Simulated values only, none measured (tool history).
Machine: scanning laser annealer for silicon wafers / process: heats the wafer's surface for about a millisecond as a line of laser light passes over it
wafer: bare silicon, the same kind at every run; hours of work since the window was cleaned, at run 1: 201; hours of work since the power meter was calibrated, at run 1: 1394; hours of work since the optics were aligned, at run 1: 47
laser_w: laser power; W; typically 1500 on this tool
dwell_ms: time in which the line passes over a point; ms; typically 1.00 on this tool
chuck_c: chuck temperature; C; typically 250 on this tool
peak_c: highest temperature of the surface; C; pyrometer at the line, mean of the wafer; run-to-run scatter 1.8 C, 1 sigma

run    hour  laser_w  dwell_ms  chuck_c  hours of work since the window was cleaned  hours of work since the power meter was calibrated  hours of work since the optics were aligned  peak_c
  1     0.0     1500      1.00      250                                         201                                                1394                                           47     990
  2    45.4     1415      1.00      250                                         231                                                1423                                           77     955
  3    74.4     1500      0.73      250                                         250                                                1442                                           96     885
  4   110.4     1500      0.73      250                                         273                                                1466                                          119     888
  5   166.2     1500      0.73      250                                         310                                                1502                                          156     888
  6   210.8     1635      0.73      250                                         339                                                1531                                          185     942
      235.9  -- window over the wafer cleaned
  7   249.1     1635      0.73      250                                           9                                                1555                                          209     943
  8   272.2     1500      0.73      250                                          24                                                1570                                          224     891
  9   305.5     1500      0.73      250                                          45                                                1592                                          245     887
 10   355.1     1500      1.00      255                                          78                                                1624                                          278     994
 11   390.4     1500      1.00      255                                         101                                                1647                                          301     994
 12   419.3     1500      1.20      250                                         120                                                1666                                          320    1058
 13   468.1     1500      1.20      250                                         152                                                1698                                          352    1059
 14   499.8     1500      1.20      250                                         172                                                1719                                          372    1060
 15   527.6     1500      1.20      250                                         190                                                1737                                          391    1058
 16   564.3     1500      1.20      250                                         214                                                1761                                          414    1060
 17   613.6     1500      1.20      250                                         247                                                1793                                          447    1058
 18   637.6     1500      1.20      250                                         262                                                1809                                          462    1058
 19   664.3     1500      1.20      250                                         280                                                1826                                          480    1057
 20   698.4     1500      1.20      250                                         302                                                1848                                          502    1056
 21   732.2     1500      1.20      250                                         324                                                1870                                          524    1060
 22   770.4     1500      1.20      250                                         349                                                1895                                          549    1060
      782.1  -- window over the wafer cleaned
 23   799.9     1500      1.20      250                                          12                                                1913                                          567    1060
 24   851.4     1500      1.20      250                                          45                                                1947                                          601    1055
 25   889.2     1455      1.08      253                                          70                                                1972                                          625     999
 26   928.3     1281      0.76      222                                          95                                                1997                                          651     786
 27   972.0     1281      0.76      222                                         124                                                2026                                          679     785
 28  1014.2     1632      0.76      222                                         152                                                2053                                          707     925
 29  1062.7     1349      0.96      274                                         183                                                2085                                          739     932
 30  1087.6     1279      0.93      280                                         199                                                2101                                          755     899
 31  1116.3     1279      0.93      280                                         218                                                2120                                          774     899

Predict the results of run 32:
 32  1155.1     1500      1.12      250                                         244                                                2145                                          799       ?

Run 32 came out at peak_c 1030 C.
If the tool had no hidden condition, the same run with the same run-to-run variation would have returned peak_c 1031 C.

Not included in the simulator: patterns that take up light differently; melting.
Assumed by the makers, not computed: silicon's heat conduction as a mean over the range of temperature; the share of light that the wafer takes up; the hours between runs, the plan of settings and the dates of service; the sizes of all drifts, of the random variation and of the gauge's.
